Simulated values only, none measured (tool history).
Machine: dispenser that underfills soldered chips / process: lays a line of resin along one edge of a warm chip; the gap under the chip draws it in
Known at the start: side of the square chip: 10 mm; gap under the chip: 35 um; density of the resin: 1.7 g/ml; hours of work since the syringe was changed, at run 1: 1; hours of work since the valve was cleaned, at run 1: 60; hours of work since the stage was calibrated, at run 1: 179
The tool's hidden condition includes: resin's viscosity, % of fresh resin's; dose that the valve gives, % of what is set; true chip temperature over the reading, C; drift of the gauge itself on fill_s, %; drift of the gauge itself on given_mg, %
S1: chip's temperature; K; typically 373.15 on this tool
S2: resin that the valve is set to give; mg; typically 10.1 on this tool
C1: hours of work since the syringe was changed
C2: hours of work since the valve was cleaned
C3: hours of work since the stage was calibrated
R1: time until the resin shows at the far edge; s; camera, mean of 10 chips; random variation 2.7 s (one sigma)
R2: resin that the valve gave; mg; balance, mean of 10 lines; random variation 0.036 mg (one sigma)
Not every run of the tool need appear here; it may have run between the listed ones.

| run | hour | S1 | S2 | C1 | C2 | C3 | R1 | R2 |
|---|---|---|---|---|---|---|---|---|
| 1 | 0 | 373.15 | 10.1 | 1 | 60 | 179 | 297.8 | 9.7 |
|  | 9.7 | new syringe of resin |
| 2 | 13.9 | 373.15 | 10.1 | 3 | 70 | 189 | 359.7 | 9.65 |
|  | 20.3 | new syringe of resin |
| 3 | 24.8 | 373.15 | 10.1 | 3 | 77 | 197 | 360.6 | 9.56 |
|  | 31.7 | new syringe of resin |
| 4 | 35 | 369.15 | 10.1 | 2 | 85 | 205 | 383.2 | 9.49 |
|  | 42.4 | new syringe of resin |
| 5 | 51.5 | 369.15 | 10.1 | 7 | 97 | 217 | 543.4 | 9.44 |
|  | 52.7 | new syringe of resin |
|  | 62.2 | dispensing valve cleaned and set on the balance |
|  | 64 | new syringe of resin |
| 6 | 69 | 369.15 | 10.1 | 4 | 5 | 228 | 422.2 | 10.1 |
|  | 74 | new syringe of resin |
| 7 | 81.1 | 373.15 | 10.1 | 5 | 14 | 237 | 424.3 | 10.03 |
|  | 84.4 | new syringe of resin |
| 8 | 91 | 373.15 | 10.2 | 5 | 21 | 244 | 417.4 | 10.14 |
|  | 94.5 | new syringe of resin |
| 9 | 100.2 | 381.15 | 11.9 | 4 | 27 | 251 | 307.2 | 11.7 |
|  | 105.2 | new syringe of resin |
|  | 115.1 | new syringe of resin |
| 10 | 117.7 | 381.15 | 11.9 | 2 | 40 | 263 | 259 | 11.57 |
|  | 125 | new syringe of resin |
| 11 | 125.4 | 383.15 | 9.2 | 0 | 45 | 269 | 214.1 | 8.96 |
|  | 135.8 | new syringe of resin |
| 12 | 141 | 368.15 | 8.9 | 4 | 56 | 280 | 453.2 | 8.61 |
|  | 145.7 | new syringe of resin |
| 13 | 149.7 | 370.15 | 12.2 | 3 | 63 | 286 | 384.5 | 11.71 |

Branching from run 13: 3 alternative next runs. What would each branch give?
|  | 156.4 | new syringe of resin |
| A | 158.6 | 361.15 | 12.5 | 2 | 69 | 293 | ? | ? |
|  | 156.4 | new syringe of resin |
| B | 158.6 | 370.15 | 12.4 | 2 | 69 | 293 | ? | ? |
|  | 156.4 | new syringe of resin |
| C | 158.6 | 373.15 | 8.8 | 2 | 69 | 293 | ? | ? |

| run | R1 | R2 |
|---|---|---|
| A | 459.4 | 11.92 |
| B | 341.3 | 11.8 |
| C | 322.4 | 8.48 |
The same runs, with their run-to-run variation unchanged, on a tool lacking any hidden condition would have given:
| run | R1 | R2 |
|---|---|---|
| A | 395.2 | 12.46 |
| B | 293.9 | 12.33 |
| C | 275.8 | 8.86 |
